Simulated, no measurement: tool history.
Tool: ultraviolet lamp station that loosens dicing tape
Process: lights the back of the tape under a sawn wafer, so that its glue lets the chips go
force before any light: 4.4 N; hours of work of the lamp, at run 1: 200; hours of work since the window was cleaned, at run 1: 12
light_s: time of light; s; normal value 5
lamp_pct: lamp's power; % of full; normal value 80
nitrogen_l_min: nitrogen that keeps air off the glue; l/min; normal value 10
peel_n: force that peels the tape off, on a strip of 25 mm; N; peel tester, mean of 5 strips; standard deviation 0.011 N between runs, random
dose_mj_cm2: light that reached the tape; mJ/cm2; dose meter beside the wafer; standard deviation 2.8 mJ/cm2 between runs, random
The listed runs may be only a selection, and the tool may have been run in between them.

run,day,light_s,lamp_pct,nitrogen_l_min,hours of work of the lamp,hours of work since the window was cleaned,peel_n,dose_mj_cm2
1,0.000,5,80,10,200,12,0.524,375
2,0.596,6,80,10,207,19,0.388,447
3,1.229,5,80,10,214,26,0.533,370
4,2.221,5,80,10,226,38,0.515,367
5,2.921,5,80,10,234,46,0.556,367
6,3.567,5,80,10,242,54,0.538,365
7,4.342,5,80,10,251,63,0.556,365
8,5.233,5,80,10,261,74,0.550,360
9,5.871,5,80,10,269,81,0.570,358
10,6.700,5,80,10,279,91,0.561,353
11,7.712,5,71,10,291,103,0.701,316
12,8.154,5,80,10,296,108,0.565,354
13,8.842,5,80,10,304,116,0.592,351
14,9.383,5,80,10,310,123,0.589,348
15,10.025,5,80,10,318,130,0.576,348
16,11.083,5,80,10,330,143,0.587,349
17,11.767,5,99,10,338,151,0.441,425
18,12.646,5,99,10,349,161,0.449,422
19,13.708,5,80,10,361,173,0.615,338
20,14.754,5,80,10,374,186,0.623,337
21,15.504,5,80,10,382,195,0.609,333
22,16.508,5,80,7,394,206,0.762,331
23,17.062,3,88,17,401,213,0.919,215
24,17.921,3,73,19,411,223,1.150,176
25,18.979,3,79,11,423,236,1.261,196
# day 19.300: window cleaned of glue's vapour
26,19.979,3,69,3,435,8,2.035,184
27,20.892,3,69,3,446,19,1.957,182
28,21.617,3,66,13,454,27,1.309,175
29,22.142,3,66,13,460,33,1.275,177
30,23.208,5,98,10,473,46,0.412,431
31,24.079,5,91,18,483,56,0.376,402
32,24.604,2,98,6,489,62,1.755,167
33,25.371,2,73,7,498,72,2.205,129
34,26.096,9,80,4,507,80,0.406,622
35,26.738,2,80,4,514,88,2.395,138
36,27.246,4,83,4,520,94,1.233,284
37,28.129,4,72,7,531,104,1.180,244
38,28.817,4,86,14,539,112,0.669,287
39,29.775,5,80,7,550,123,0.767,337
40,30.388,5,80,7,557,131,0.756,334
41,30.892,9,80,5,563,137,0.372,603
42,31.683,9,80,5,573,146,0.385,595
43,32.679,6,79,14,584,158,0.423,389

Predict each of these 4 candidate next runs independently; none follows another, all start after run 43:
A,33.575,5,73,10,595,168,?,?
B,33.575,5,79,14,595,168,?,?
C,33.575,4,65,3,595,168,?,?
D,33.575,6,85,14,595,168,?,?

run,peel_n,dose_mj_cm2
A,0.733,298
B,0.552,320
C,1.884,212
D,0.381,416
With the hidden condition removed and each run's random variation left untouched, the same runs would have given:
run,peel_n,dose_mj_cm2
A,0.533,367
B,0.402,394
C,1.558,262
D,0.293,512
